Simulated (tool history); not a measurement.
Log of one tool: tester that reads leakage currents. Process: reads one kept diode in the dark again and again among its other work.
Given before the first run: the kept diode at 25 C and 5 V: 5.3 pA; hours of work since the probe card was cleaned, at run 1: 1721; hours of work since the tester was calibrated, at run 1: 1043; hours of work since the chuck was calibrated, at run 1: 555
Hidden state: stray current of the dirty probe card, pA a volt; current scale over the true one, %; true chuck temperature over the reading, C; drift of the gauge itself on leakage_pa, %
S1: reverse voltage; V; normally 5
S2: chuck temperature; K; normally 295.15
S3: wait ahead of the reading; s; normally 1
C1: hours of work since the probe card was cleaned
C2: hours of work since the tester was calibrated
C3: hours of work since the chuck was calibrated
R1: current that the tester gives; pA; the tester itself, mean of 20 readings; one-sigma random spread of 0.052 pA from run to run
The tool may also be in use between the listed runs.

run 1 hour=0 | S1=5 S2=295.15 S3=1 | C1=1721 C2=1043 C3=555 | R1=7.85
run 2 hour=42.4 | S1=5 S2=295.15 S3=1 | C1=1752 C2=1074 C3=585 | R1=7.94
run 3 hour=86.4 | S1=5 S2=295.15 S3=1 | C1=1784 C2=1105 C3=617 | R1=7.92
run 4 hour=136 | S1=5 S2=295.15 S3=1 | C1=1820 C2=1141 C3=653 | R1=8.07
run 5 hour=171.4 | S1=3.04 S2=295.15 S3=1 | C1=1845 C2=1167 C3=679 | R1=5.67
run 6 hour=216.2 | S1=14.23 S2=295.15 S3=1 | C1=1878 C2=1199 C3=711 | R1=18.05
run 7 hour=245.6 | S1=5 S2=295.15 S3=1 | C1=1899 C2=1220 C3=732 | R1=8.18
run 8 hour=292.8 | S1=5 S2=295.15 S3=1 | C1=1933 C2=1255 C3=766 | R1=8.15
run 9 hour=335 | S1=5 S2=295.15 S3=1 | C1=1963 C2=1285 C3=797 | R1=8.27
run 10 hour=397.4 | S1=5 S2=295.15 S3=1 | C1=2009 C2=1330 C3=842 | R1=8.32
run 11 hour=441 | S1=5 S2=296.15 S3=1 | C1=2040 C2=1362 C3=873 | R1=8.78
-- hour=445.5 tester calibrated
run 12 hour=486.2 | S1=3.07 S2=295.15 S3=1 | C1=2071 C2=29 C3=905 | R1=6.02
run 13 hour=522.8 | S1=5 S2=295.15 S3=1 | C1=2098 C2=56 C3=931 | R1=8.58
run 14 hour=572 | S1=5 S2=295.15 S3=1 | C1=2133 C2=91 C3=967 | R1=8.57
run 15 hour=625.2 | S1=5 S2=298.15 S3=1 | C1=2172 C2=130 C3=1005 | R1=9.86
run 16 hour=683 | S1=5 S2=298.15 S3=1 | C1=2214 C2=172 C3=1047 | R1=9.9
run 17 hour=746.3 | S1=9.4 S2=298.15 S3=2.25 | C1=2259 C2=217 C3=1093 | R1=14.85
run 18 hour=777.6 | S1=9.4 S2=298.15 S3=2.25 | C1=2282 C2=240 C3=1115 | R1=15.05
-- hour=793.1 tester calibrated, once more
run 19 hour=829.1 | S1=5 S2=331.15 S3=1 | C1=2318 C2=26 C3=1151 | R1=80.08
run 20 hour=889.3 | S1=5 S2=326.15 S3=5.89 | C1=2361 C2=70 C3=1195 | R1=55.2
run 21 hour=936.7 | S1=2.78 S2=314.15 S3=0.87 | C1=2396 C2=104 C3=1229 | R1=18.19
run 22 hour=987.6 | S1=2.78 S2=314.15 S3=0.87 | C1=2432 C2=141 C3=1266 | R1=18.19
run 23 hour=1039.8 | S1=1.4 S2=311.15 S3=2.28 | C1=2470 C2=178 C3=1304 | R1=10.51
run 24 hour=1094.9 | S1=8.6 S2=318.15 S3=2.28 | C1=2510 C2=218 C3=1343 | R1=40.68
run 25 hour=1150.8 | S1=5 S2=295.15 S3=3.23 | C1=2550 C2=259 C3=1384 | R1=8.46
run 26 hour=1209.9 | S1=6.6 S2=302.15 S3=3.23 | C1=2593 C2=301 C3=1427 | R1=13.91
run 27 hour=1248.2 | S1=6.6 S2=302.15 S3=3.23 | C1=2621 C2=329 C3=1454 | R1=13.9
run 28 hour=1283.6 | S1=1.48 S2=302.15 S3=7.15 | C1=2646 C2=355 C3=1480 | R1=5.55
run 29 hour=1318.1 | S1=4.68 S2=304.15 S3=0.41 | C1=2671 C2=380 C3=1505 | R1=13.83
run 30 hour=1358.9 | S1=4.68 S2=304.15 S3=0.41 | C1=2701 C2=409 C3=1534 | R1=13.85
run 31 hour=1395.8 | S1=1.86 S2=294.15 S3=0.41 | C1=2727 C2=436 C3=1561 | R1=4.71
-- hour=1437.9 chuck's temperature calibrated
run 32 hour=1443.8 | S1=15.96 S2=293.15 S3=0.39 | C1=2761 C2=469 C3=4 | R1=28.47

How the hidden state differs across the entries between the runs, from the last listed run before each to the first after it:
Run 11 -> run 12: tester calibrated (hour 445.5)
  stray current of the dirty probe card, pA a volt: 0.788 -> 0.8; current scale over the true one, %: 2.11 -> 2.68; true chuck temperature over the reading, C: -1.4 -> -1.45
  the result without the hidden state subtracted from the measured one, R1: +3.48 -> +2.1 pA
Run 18 -> run 19: tester calibrated, once more (hour 793.1)
  stray current of the dirty probe card, pA a volt: 0.882 -> 0.895; current scale over the true one, %: 2.97 -> 0.12; true chuck temperature over the reading, C: -1.78 -> -1.83
  the result without the hidden state subtracted from the measured one, R1: +7.51 -> -6.77 pA
Run 31 -> run 32: chuck's temperature calibrated (hour 1437.9)
  stray current of the dirty probe card, pA a volt: 1.053 -> 1.066; current scale over the true one, %: 0.68 -> 0.73; true chuck temperature over the reading, C: -2.46 -> -0.13
  the result without the hidden state subtracted from the measured one, R1: +1.4 -> +16.87 pA
